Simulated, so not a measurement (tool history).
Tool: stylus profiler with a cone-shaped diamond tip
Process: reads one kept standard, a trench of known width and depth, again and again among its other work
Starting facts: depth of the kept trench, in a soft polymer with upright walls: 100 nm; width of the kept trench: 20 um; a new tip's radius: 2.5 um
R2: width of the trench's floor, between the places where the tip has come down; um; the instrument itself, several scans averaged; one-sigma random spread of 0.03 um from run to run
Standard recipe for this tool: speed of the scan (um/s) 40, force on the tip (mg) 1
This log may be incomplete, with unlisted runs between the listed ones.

{"run": 1, "day": 0.0, "speed of the scan (um/s)": 40, "force on the tip (mg)": 1, "depth of the trench (nm)": 100.63, "R2": 18.17}
{"run": 2, "day": 0.871, "speed of the scan (um/s)": 40, "force on the tip (mg)": 1, "depth of the trench (nm)": 100.59, "R2": 18.18}
{"run": 3, "day": 1.425, "speed of the scan (um/s)": 40, "force on the tip (mg)": 1, "depth of the trench (nm)": 100.63, "R2": 18.11}
{"run": 4, "day": 1.938, "speed of the scan (um/s)": 40, "force on the tip (mg)": 1, "depth of the trench (nm)": 100.6, "R2": 18.13}
{"run": 5, "day": 2.754, "speed of the scan (um/s)": 40, "force on the tip (mg)": 1, "depth of the trench (nm)": 100.66, "R2": 18.17}
{"run": 6, "day": 3.467, "speed of the scan (um/s)": 41, "force on the tip (mg)": 1, "depth of the trench (nm)": 100.64, "R2": 18.18}
{"run": 7, "day": 4.171, "speed of the scan (um/s)": 41, "force on the tip (mg)": 1, "depth of the trench (nm)": 100.66, "R2": 18.18}
{"run": 8, "day": 4.558, "speed of the scan (um/s)": 41, "force on the tip (mg)": 1, "depth of the trench (nm)": 100.63, "R2": 18.13}
{"run": 9, "day": 5.146, "speed of the scan (um/s)": 41, "force on the tip (mg)": 1, "depth of the trench (nm)": 100.62, "R2": 18.11}
{"run": 10, "day": 6.029, "speed of the scan (um/s)": 140, "force on the tip (mg)": 1, "depth of the trench (nm)": 100.62, "R2": 17.2}
{"run": 11, "day": 6.421, "speed of the scan (um/s)": 140, "force on the tip (mg)": 1, "depth of the trench (nm)": 100.6, "R2": 17.29}
{"run": 12, "day": 6.808, "speed of the scan (um/s)": 140, "force on the tip (mg)": 1, "depth of the trench (nm)": 100.61, "R2": 17.25}
{"run": 13, "day": 7.383, "speed of the scan (um/s)": 40, "force on the tip (mg)": 1, "depth of the trench (nm)": 100.61, "R2": 18.19}
{"run": 14, "day": 7.971, "speed of the scan (um/s)": 21, "force on the tip (mg)": 1, "depth of the trench (nm)": 100.63, "R2": 18.31}
{"run": 15, "day": 8.562, "speed of the scan (um/s)": 40, "force on the tip (mg)": 1, "depth of the trench (nm)": 100.59, "R2": 18.14}
{"run": 16, "day": 9.392, "speed of the scan (um/s)": 40, "force on the tip (mg)": 1, "depth of the trench (nm)": 100.6, "R2": 18.18}

What does the tool deliver on the next run?
{"run": 17, "day": 9.904, "speed of the scan (um/s)": 40, "force on the tip (mg)": 0.78, "depth of the trench (nm)": "?", "R2": "?"}

depth of the trench (nm): 100.47
R2: 18.12 um
With no hidden state in the tool, this same run would have given depth of the trench (nm) 100.61, R2 18.19 um.

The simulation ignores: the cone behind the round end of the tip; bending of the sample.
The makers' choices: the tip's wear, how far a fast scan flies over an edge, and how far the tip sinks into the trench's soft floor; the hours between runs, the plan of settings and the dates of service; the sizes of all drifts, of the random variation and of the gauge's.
